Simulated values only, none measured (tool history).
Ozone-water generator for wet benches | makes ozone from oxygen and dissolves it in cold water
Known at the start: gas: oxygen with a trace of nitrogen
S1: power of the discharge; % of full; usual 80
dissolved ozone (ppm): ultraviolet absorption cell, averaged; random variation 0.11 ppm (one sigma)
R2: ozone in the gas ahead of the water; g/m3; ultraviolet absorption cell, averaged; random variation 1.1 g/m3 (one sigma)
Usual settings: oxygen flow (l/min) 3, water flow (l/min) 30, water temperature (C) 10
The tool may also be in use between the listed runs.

run 1 hour=0 | S1=80 oxygen_flow_(l/min)=3 water_flow_(l/min)=30 water_temperature_(C)=10 | dissolved_ozone_(ppm)=8.2 R2=183.5
run 2 hour=50.5 | S1=80 oxygen_flow_(l/min)=3 water_flow_(l/min)=30 water_temperature_(C)=10 | dissolved_ozone_(ppm)=8.3 R2=185.5
run 3 hour=113.1 | S1=80 oxygen_flow_(l/min)=3 water_flow_(l/min)=30 water_temperature_(C)=10 | dissolved_ozone_(ppm)=8.3 R2=183.7
run 4 hour=171 | S1=80 oxygen_flow_(l/min)=3 water_flow_(l/min)=30 water_temperature_(C)=10 | dissolved_ozone_(ppm)=8.3 R2=185.2
run 5 hour=263.8 | S1=80 oxygen_flow_(l/min)=3 water_flow_(l/min)=30 water_temperature_(C)=10 | dissolved_ozone_(ppm)=8.2 R2=182.7
run 6 hour=326.6 | S1=80 oxygen_flow_(l/min)=1.77 water_flow_(l/min)=30 water_temperature_(C)=10 | dissolved_ozone_(ppm)=7.4 R2=265.5
run 7 hour=372.6 | S1=73 oxygen_flow_(l/min)=1.77 water_flow_(l/min)=30 water_temperature_(C)=10 | dissolved_ozone_(ppm)=7 R2=245.5
run 8 hour=469.9 | S1=80 oxygen_flow_(l/min)=3 water_flow_(l/min)=30 water_temperature_(C)=9 | dissolved_ozone_(ppm)=8.4 R2=187
run 9 hour=545.1 | S1=80 oxygen_flow_(l/min)=3 water_flow_(l/min)=30 water_temperature_(C)=9 | dissolved_ozone_(ppm)=8.3 R2=184.2
run 10 hour=619.4 | S1=80 oxygen_flow_(l/min)=4.06 water_flow_(l/min)=30 water_temperature_(C)=10 | dissolved_ozone_(ppm)=8.4 R2=149.6
run 11 hour=692.6 | S1=80 oxygen_flow_(l/min)=4.06 water_flow_(l/min)=30 water_temperature_(C)=10 | dissolved_ozone_(ppm)=8.6 R2=151.1
run 12 hour=780.6 | S1=80 oxygen_flow_(l/min)=4.06 water_flow_(l/min)=34 water_temperature_(C)=10 | dissolved_ozone_(ppm)=7.1 R2=151.9
run 13 hour=822.7 | S1=80 oxygen_flow_(l/min)=4.06 water_flow_(l/min)=34 water_temperature_(C)=10 | dissolved_ozone_(ppm)=7.4 R2=150.6
run 14 hour=895.6 | S1=80 oxygen_flow_(l/min)=4.06 water_flow_(l/min)=34 water_temperature_(C)=10 | dissolved_ozone_(ppm)=7.4 R2=151.1
run 15 hour=951.5 | S1=80 oxygen_flow_(l/min)=4.06 water_flow_(l/min)=34 water_temperature_(C)=10 | dissolved_ozone_(ppm)=7.3 R2=150.6
run 16 hour=1048.5 | S1=93 oxygen_flow_(l/min)=2.04 water_flow_(l/min)=36 water_temperature_(C)=16 | dissolved_ozone_(ppm)=6.9 R2=271.8
run 17 hour=1095.9 | S1=93 oxygen_flow_(l/min)=2.04 water_flow_(l/min)=36 water_temperature_(C)=14 | dissolved_ozone_(ppm)=6.9 R2=275.3
run 18 hour=1190.4 | S1=93 oxygen_flow_(l/min)=2.04 water_flow_(l/min)=36 water_temperature_(C)=14 | dissolved_ozone_(ppm)=6.8 R2=272.3
run 19 hour=1232.7 | S1=78 oxygen_flow_(l/min)=2.97 water_flow_(l/min)=34 water_temperature_(C)=6 | dissolved_ozone_(ppm)=7 R2=180.1
run 20 hour=1306.7 | S1=40 oxygen_flow_(l/min)=2.04 water_flow_(l/min)=47 water_temperature_(C)=8 | dissolved_ozone_(ppm)=2.3 R2=132.6
run 21 hour=1360.1 | S1=45 oxygen_flow_(l/min)=2.04 water_flow_(l/min)=47 water_temperature_(C)=5 | dissolved_ozone_(ppm)=2.6 R2=146.2
run 22 hour=1420.2 | S1=45 oxygen_flow_(l/min)=2.04 water_flow_(l/min)=22 water_temperature_(C)=5 | dissolved_ozone_(ppm)=7.2 R2=146.6
run 23 hour=1478 | S1=66 oxygen_flow_(l/min)=3 water_flow_(l/min)=30 water_temperature_(C)=6 | dissolved_ozone_(ppm)=7.2 R2=157.1
run 24 hour=1551.7 | S1=80 oxygen_flow_(l/min)=3 water_flow_(l/min)=45 water_temperature_(C)=10 | dissolved_ozone_(ppm)=4.9 R2=183.7

The next listed run, before its measurement:
-- hour=1560.7 water thermometer calibrated
run 25 hour=1600.8 | S1=80 oxygen_flow_(l/min)=3 water_flow_(l/min)=45 water_temperature_(C)=10 | dissolved_ozone_(ppm)=? R2=?

dissolved ozone (ppm): 4.9
R2: 183.1 g/m3
Without the tool's hidden state the same run would have given dissolved ozone (ppm) 4.9, R2 183.2 g/m3.

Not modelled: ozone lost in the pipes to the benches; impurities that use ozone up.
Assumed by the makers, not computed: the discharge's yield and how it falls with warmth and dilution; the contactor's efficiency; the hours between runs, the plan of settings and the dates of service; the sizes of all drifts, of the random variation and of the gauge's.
